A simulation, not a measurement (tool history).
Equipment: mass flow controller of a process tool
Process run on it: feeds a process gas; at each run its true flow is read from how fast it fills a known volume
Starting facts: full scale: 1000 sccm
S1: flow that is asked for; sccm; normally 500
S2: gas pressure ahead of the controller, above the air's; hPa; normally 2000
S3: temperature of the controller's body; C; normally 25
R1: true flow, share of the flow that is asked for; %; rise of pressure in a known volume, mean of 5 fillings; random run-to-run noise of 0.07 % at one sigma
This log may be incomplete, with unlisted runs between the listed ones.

run,hour,S1,S2,S3,R1
1,0,500,2000,25,99.11
2,334.2,500,1690,25,99.06
3,652.3,500,2760,25,99.22
4,911.5,281,2760,25,98.91
5,1332.5,281,2760,25,98.78
6,1676.3,281,2760,25,98.71
7,1943.9,500,2000,25,98.94
8,2222.7,500,2000,25,98.99
9,2604.1,500,2000,25,98.91
10,2806.5,500,2000,25,98.75
11,3240.9,146,2000,25,98.17
12,3499.6,500,2000,25,98.74
13,3943.2,500,2000,25,98.69
14,4306.6,500,2000,25,98.57
15,4686,500,2000,25,98.53
16,4991.1,500,2800,25,98.57
17,5381.6,425,2240,25,98.41
18,5693.5,425,1660,22,98.4
19,6038.7,330,1420,32,97.17
# hour 6071.1: controller's zero set anew
20,6390.3,236,2240,23,98.17
21,6813.4,500,2230,27,98.06
22,7073.3,500,2230,27,98
23,7315,488,2680,27,98.08
24,7549.4,243,2530,30,97.43
25,7995.6,417,1880,25,97.91
26,8369.9,417,1880,28,97.63
27,8677.2,417,1880,28,97.46
28,9032.3,500,1420,25,97.85
29,9440.7,500,1420,25,97.87
30,9759,983,1420,25,98.6

Measured less the same run without the tool's hidden state. The same run-to-run variation is in both; the gauge's scatter may not be:
Hidden state present: flow at rest that the sensor doesn't see, % of full scale; true flow over the shown one, %; drift of the gauge itself on true_pct, %.
run,R1
1,+0
2,-0.04
3,-0.09
4,-0.12
5,-0.16
6,-0.21
7,-0.25
8,-0.28
9,-0.34
10,-0.37
11,-0.4
12,-0.45
13,-0.51
14,-0.56
15,-0.61
16,-0.65
17,-0.69
18,-0.73
19,-0.77
20,-0.84
21,-0.9
22,-0.93
23,-0.96
24,-0.98
25,-1.05
26,-1.1
27,-1.14
28,-1.19
29,-1.23
30,-1.3
